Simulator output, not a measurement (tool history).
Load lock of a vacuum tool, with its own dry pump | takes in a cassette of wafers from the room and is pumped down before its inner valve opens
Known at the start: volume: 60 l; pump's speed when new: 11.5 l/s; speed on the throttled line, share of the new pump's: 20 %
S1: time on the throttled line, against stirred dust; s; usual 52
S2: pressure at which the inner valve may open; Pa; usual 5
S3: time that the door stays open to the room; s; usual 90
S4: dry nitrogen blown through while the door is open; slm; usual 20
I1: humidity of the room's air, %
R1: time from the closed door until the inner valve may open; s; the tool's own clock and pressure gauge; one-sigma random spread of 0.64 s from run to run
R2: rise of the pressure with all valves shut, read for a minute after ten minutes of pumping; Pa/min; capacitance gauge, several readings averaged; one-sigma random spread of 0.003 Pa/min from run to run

Run 1, day 0.000: usual settings; I1 45.9. Result: R1 102.0 s, R2 0.040 Pa/min.
Run 2, day 3.858: usual settings; I1 43.9. Result: R1 103.2 s, R2 0.045 Pa/min.
Run 3, day 7.346: usual settings; I1 45.0. Result: R1 102.5 s, R2 0.044 Pa/min.
Run 4, day 9.717: usual settings but S2 6 Pa; I1 43.5. Result: R1 102.0 s, R2 0.046 Pa/min.
Run 5, day 12.675: usual settings; I1 43.4. Result: R1 103.2 s, R2 0.051 Pa/min.
Run 6, day 16.188: usual settings; I1 46.2. Result: R1 103.0 s, R2 0.053 Pa/min.
Run 7, day 18.746: usual settings; I1 45.4. Result: R1 103.3 s, R2 0.050 Pa/min.
Run 8, day 22.204: usual settings; I1 44.8. Result: R1 104.3 s, R2 0.056 Pa/min.
Run 9, day 24.992: usual settings but S4 17 slm; I1 45.8. Result: R1 103.2 s, R2 0.049 Pa/min.
Run 10, day 27.742: usual settings but S3 84 s; I1 42.0. Result: R1 101.8 s, R2 0.052 Pa/min.
Run 11, day 31.400: usual settings but S3 91 s; I1 46.3. Result: R1 103.4 s, R2 0.053 Pa/min.
Run 12, day 34.575: usual settings but S3 91 s; I1 44.9. Result: R1 103.2 s, R2 0.059 Pa/min.
Run 13, day 38.275: usual settings but S3 91 s; I1 43.6. Result: R1 102.6 s, R2 0.051 Pa/min.
Run 14, day 41.933: usual settings but S1 65 s, S4 21 slm; I1 42.9. Result: R1 113.7 s, R2 0.056 Pa/min.
Run 15, day 44.158: usual settings but S1 45 s, S4 29 slm; I1 46.4. Result: R1 98.8 s, R2 0.057 Pa/min.
Run 16, day 47.833: usual settings but S1 72 s, S2 4 Pa, S3 31 s, S4 42 slm; I1 47.6. Result: R1 119.4 s, R2 0.052 Pa/min.
Run 17, day 51.108: usual settings but S1 75 s, S2 4 Pa, S3 163 s, S4 42 slm; I1 42.3. Result: R1 123.1 s, R2 0.057 Pa/min.
Run 18, day 53.654: usual settings but S1 75 s, S3 163 s, S4 19 slm; I1 45.7. Result: R1 121.4 s, R2 0.075 Pa/min.
Run 19, day 56.804: usual settings but S1 75 s, S3 56 s, S4 5 slm; I1 47.9. Result: R1 121.1 s, R2 0.068 Pa/min.
Run 20, day 59.729: usual settings but S1 75 s, S2 9 Pa, S3 56 s, S4 5 slm; I1 46.2. Result: R1 116.8 s, R2 0.072 Pa/min.

Predict each of these 4 candidate next runs independently; none follows another, all start after run 20:
Run A, day 61.658: usual settings but S3 84 s; I1 44.9. Result: R1 ?, R2 ?.
Run B, day 61.658: usual settings but S1 64 s, S2 9 Pa, S3 56 s, S4 5 slm; I1 42.9. Result: R1 ?, R2 ?.
Run C, day 61.658: usual settings but S2 7 Pa, S3 26 s; I1 44.8. Result: R1 ?, R2 ?.
Run D, day 61.658: usual settings but S1 40 s, S2 8 Pa, S4 9 slm; I1 42.2. Result: R1 ?, R2 ?.

run     R1     R2
  A  103.6  0.063
  B  108.6  0.070
  C  101.5  0.051
  D   91.6  0.071
Had the tool no hidden state, the same runs would have come out as:
run     R1     R2
  A   93.8  0.018
  B  100.1  0.025
  C   92.1  0.006
  D   81.8  0.026

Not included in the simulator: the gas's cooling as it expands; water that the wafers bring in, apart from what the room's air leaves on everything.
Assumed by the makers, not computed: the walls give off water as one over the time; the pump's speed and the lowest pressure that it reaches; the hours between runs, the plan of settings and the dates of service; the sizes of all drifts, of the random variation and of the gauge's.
